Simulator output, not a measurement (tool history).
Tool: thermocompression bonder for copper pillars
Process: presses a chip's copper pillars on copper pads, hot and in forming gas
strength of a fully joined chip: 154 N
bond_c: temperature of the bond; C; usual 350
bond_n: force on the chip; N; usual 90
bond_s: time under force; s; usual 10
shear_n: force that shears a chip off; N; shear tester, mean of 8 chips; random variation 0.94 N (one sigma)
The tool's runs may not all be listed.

run	hour	bond_c	bond_n	bond_s	shear_n
1	0.0	350	90	10	68.8
2	18.3	335	90	10	60.2
3	34.3	350	90	10	66.1
4	48.6	350	90	10	67.5
5	59.0	350	90	10	65.8
6	70.6	350	90	10	64.5
# hour 74.0: force cell calibrated
# hour 90.3: forming gas filter changed
7	94.8	332	90	10	62.4
8	108.8	332	90	10	62.1
9	121.7	336	90	10	63.5
10	131.6	336	90	10	64.8
11	145.6	356	90	10	75.0
12	163.4	372	116	10	97.1
13	175.6	372	116	13	105.6
14	184.9	350	66	18	64.0
# hour 187.6: force cell calibrated, once more
15	205.6	350	90	6	58.9
16	215.8	352	69	6	44.9
17	229.5	370	86	8	71.3
18	239.6	326	104	24	88.4
19	256.2	321	70	11	45.7
20	275.2	354	120	17	103.3
21	286.3	327	68	10	43.8

5 ways to go on from here, each from the tool as it stands after run 21. What would each give?
A	304.4	379	134	6	?
B	304.4	350	119	14	?
C	304.4	366	105	6	?
D	304.4	329	110	16	?
E	304.4	362	55	7	?

run	shear_n
A	94.7
B	92.1
C	72.9
D	81.8
E	40.4
Without the tool's hidden state the same runs would have given:
run	shear_n
A	109.2
B	106.8
C	85.6
D	96.2
E	48.6
